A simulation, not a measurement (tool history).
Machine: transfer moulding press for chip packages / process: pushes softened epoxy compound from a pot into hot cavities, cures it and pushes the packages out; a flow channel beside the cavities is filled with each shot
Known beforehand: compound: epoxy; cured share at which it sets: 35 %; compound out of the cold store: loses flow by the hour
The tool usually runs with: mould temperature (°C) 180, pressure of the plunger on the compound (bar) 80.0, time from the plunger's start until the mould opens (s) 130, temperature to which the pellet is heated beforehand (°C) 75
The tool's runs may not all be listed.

| run | hour | mould temperature (°C) | pressure of the plunger on the compound (bar) | time from the plunger's start until the mould opens (s) | temperature to which the pellet is heated beforehand (°C) | incoming compound's hours out of the cold store | length that the compound runs in the flow channel (mm) | greatest force on the pins that push the packages out (N) |
|---|---|---|---|---|---|---|---|---|
| 1 | 0.0 | 180 | 80.0 | 130 | 75 | 43.8 | 816 | 361 |
|  | 26.1 | cavities cleaned with cleaning compound and waxed |
| 2 | 80.9 | 180 | 80.0 | 130 | 75 | 29.8 | 866 | 317 |
|  | 127.4 | cavities cleaned with cleaning compound and waxed |
| 3 | 170.0 | 180 | 80.0 | 130 | 75 | 34.8 | 828 | 305 |
|  | 225.8 | cavities cleaned with cleaning compound and waxed |
| 4 | 258.4 | 180 | 80.0 | 130 | 75 | 27.5 | 849 | 288 |
|  | 324.0 | cavities cleaned with cleaning compound and waxed |
| 5 | 324.0 | 180 | 80.0 | 130 | 75 | 30.4 | 839 | 213 |
|  | 345.6 | plunger's sealing rings changed |
| 6 | 409.5 | 180 | 80.0 | 130 | 75 | 19.9 | 912 | 375 |
|  | 418.3 | mould's thermocouples calibrated |
|  | 428.7 | cavities cleaned with cleaning compound and waxed |
| 7 | 485.9 | 180 | 80.0 | 130 | 75 | 21.3 | 891 | 327 |
|  | 528.4 | cavities cleaned with cleaning compound and waxed |
| 8 | 552.5 | 177 | 80.0 | 130 | 75 | 40.5 | 818 | 300 |
| 9 | 601.3 | 177 | 80.0 | 130 | 75 | 43.0 | 822 | 384 |
|  | 630.0 | cavities cleaned with cleaning compound and waxed |
| 10 | 690.8 | 177 | 80.0 | 130 | 75 | 20.0 | 890 | 391 |
|  | 727.8 | cavities cleaned with cleaning compound and waxed |
|  | 741.0 | plunger's sealing rings changed |
| 11 | 757.2 | 177 | 80.0 | 130 | 75 | 38.0 | 858 | 303 |
|  | 828.0 | cavities cleaned with cleaning compound and waxed |
| 12 | 845.2 | 180 | 80.0 | 123 | 75 | 10.8 | 949 | 284 |
|  | 927.5 | cavities cleaned with cleaning compound and waxed |
| 13 | 937.5 | 184 | 80.0 | 130 | 75 | 8.1 | 931 | 214 |
| 14 | 1007.2 | 184 | 80.0 | 130 | 75 | 38.8 | 795 | 311 |
|  | 1028.0 | cavities cleaned with cleaning compound and waxed |
| 15 | 1081.9 | 184 | 80.0 | 150 | 75 | 9.6 | 911 | 280 |
|  | 1125.0 | cavities cleaned with cleaning compound and waxed |
|  | 1132.9 | plunger's sealing rings changed |
| 16 | 1168.2 | 186 | 65.2 | 139 | 82 | 15.6 | 824 | 256 |
|  | 1225.9 | cavities cleaned with cleaning compound and waxed |
| 17 | 1231.1 | 175 | 89.4 | 130 | 75 | 44.3 | 877 | 286 |
|  | 1254.6 | mould's thermocouples calibrated |
| 18 | 1291.3 | 175 | 89.4 | 130 | 75 | 9.5 | 1016 | 436 |
|  | 1326.4 | cavities cleaned with cleaning compound and waxed |
| 19 | 1367.2 | 180 | 80.0 | 130 | 70 | 20.8 | 890 | 302 |
| 20 | 1408.9 | 185 | 80.0 | 139 | 75 | 25.4 | 855 | 304 |

Run 21 has not been measured yet. What should we expect?
|  | 1423.8 | cavities cleaned with cleaning compound and waxed |
| 21 | 1470.4 | 185 | 80.0 | 139 | 75 | 8.3 | ? | ? |

{"run 21": {"length that the compound runs in the flow channel (mm)": 915, "greatest force on the pins that push the packages out (N)": 261}}
If the tool had no hidden condition, the same run with the same run-to-run variation would have returned length that the compound runs in the flow channel (mm) 952, greatest force on the pins that push the packages out (N) 163.
